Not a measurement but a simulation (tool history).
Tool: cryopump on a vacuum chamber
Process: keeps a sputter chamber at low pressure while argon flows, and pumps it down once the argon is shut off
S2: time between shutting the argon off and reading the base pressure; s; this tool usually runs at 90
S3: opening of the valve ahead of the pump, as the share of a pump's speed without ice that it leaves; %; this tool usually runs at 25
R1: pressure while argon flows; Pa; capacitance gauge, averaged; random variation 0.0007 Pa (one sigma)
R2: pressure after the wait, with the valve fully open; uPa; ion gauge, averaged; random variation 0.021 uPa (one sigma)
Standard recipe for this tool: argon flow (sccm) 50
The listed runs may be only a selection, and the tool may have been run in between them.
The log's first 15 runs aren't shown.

Run 16, hour 200.6: usual settings but S3 30 %. Result: R1 0.1265 Pa, R2 1.41 uPa.
Run 17, hour 209.6: usual settings but S2 225 s, S3 30 %. Result: R1 0.1262 Pa, R2 1.26 uPa.
Run 18, hour 223.9: usual settings but S2 123 s. Result: R1 0.1513 Pa, R2 1.29 uPa.
Run 19, hour 232.4: usual settings but S2 123 s. Result: R1 0.1516 Pa, R2 1.31 uPa.
Run 20, hour 240.9: usual settings but S2 123 s. Result: R1 0.1512 Pa, R2 1.36 uPa.
Run 21, hour 250.5: usual settings but S2 20 s. Result: R1 0.1525 Pa, R2 2.48 uPa.
Run 22, hour 259.0: usual settings but S2 20 s. Result: R1 0.1513 Pa, R2 2.46 uPa.
Run 23, hour 271.6: usual settings but argon flow (sccm) 38, S2 28 s, S3 39 %. Result: R1 0.0743 Pa, R2 2.07 uPa.
Run 24, hour 284.6: usual settings but argon flow (sccm) 38, S2 28 s, S3 39 %. Result: R1 0.0738 Pa, R2 2.04 uPa.
Run 25, hour 303.9: usual settings but argon flow (sccm) 38, S2 28 s, S3 39 %. Result: R1 0.0745 Pa, R2 2.13 uPa.
Run 26, hour 314.9: usual settings but argon flow (sccm) 64, S2 46 s. Result: R1 0.1952 Pa, R2 1.72 uPa.
Run 27, hour 327.4: usual settings but argon flow (sccm) 64, S2 46 s. Result: R1 0.1940 Pa, R2 1.75 uPa.
Run 28, hour 343.5: usual settings but argon flow (sccm) 64, S2 69 s, S3 51 %. Result: R1 0.0972 Pa, R2 1.63 uPa.
Run 29, hour 360.8: usual settings but argon flow (sccm) 64, S2 69 s, S3 41 %. Result: R1 0.1207 Pa, R2 1.58 uPa.
Run 30, hour 374.3: usual settings but argon flow (sccm) 97, S2 171 s, S3 40 %. Result: R1 0.1873 Pa, R2 1.37 uPa.
Run 31, hour 390.4: usual settings but argon flow (sccm) 97, S2 171 s, S3 40 %. Result: R1 0.1866 Pa, R2 1.42 uPa.
Run 32, hour 401.7: usual settings but argon flow (sccm) 57. Result: R1 0.1735 Pa, R2 1.51 uPa.
Run 33, hour 421.2: usual settings but argon flow (sccm) 47, S2 100 s, S3 16 %. Result: R1 0.2224 Pa, R2 1.48 uPa.
Run 34, hour 432.7: usual settings but argon flow (sccm) 47, S2 100 s, S3 16 %. Result: R1 0.2219 Pa, R2 1.50 uPa.
Run 35, hour 444.9: usual settings but argon flow (sccm) 55, S2 115 s, S3 21 %. Result: R1 0.1986 Pa, R2 1.48 uPa.

Each row is a separate what-if for the run after 35, all from the same tool condition, not one after another. Results?
Run A, hour 459.1: usual settings but argon flow (sccm) 38, S2 143 s, S3 21 %. Result: R1 ?, R2 ?.
Run B, hour 459.1: usual settings but argon flow (sccm) 42, S2 115 s, S3 21 %. Result: R1 ?, R2 ?.
Run C, hour 459.1: usual settings but argon flow (sccm) 85, S2 23 s, S3 41 %. Result: R1 ?, R2 ?.

run      R1    R2
  A  0.1375  1.38
  B  0.1520  1.48
  C  0.1611  2.42
Had the tool no hidden state, the same runs would have come out as:
run      R1    R2
  A  0.1346  0.30
  B  0.1489  0.38
  C  0.1547  1.29
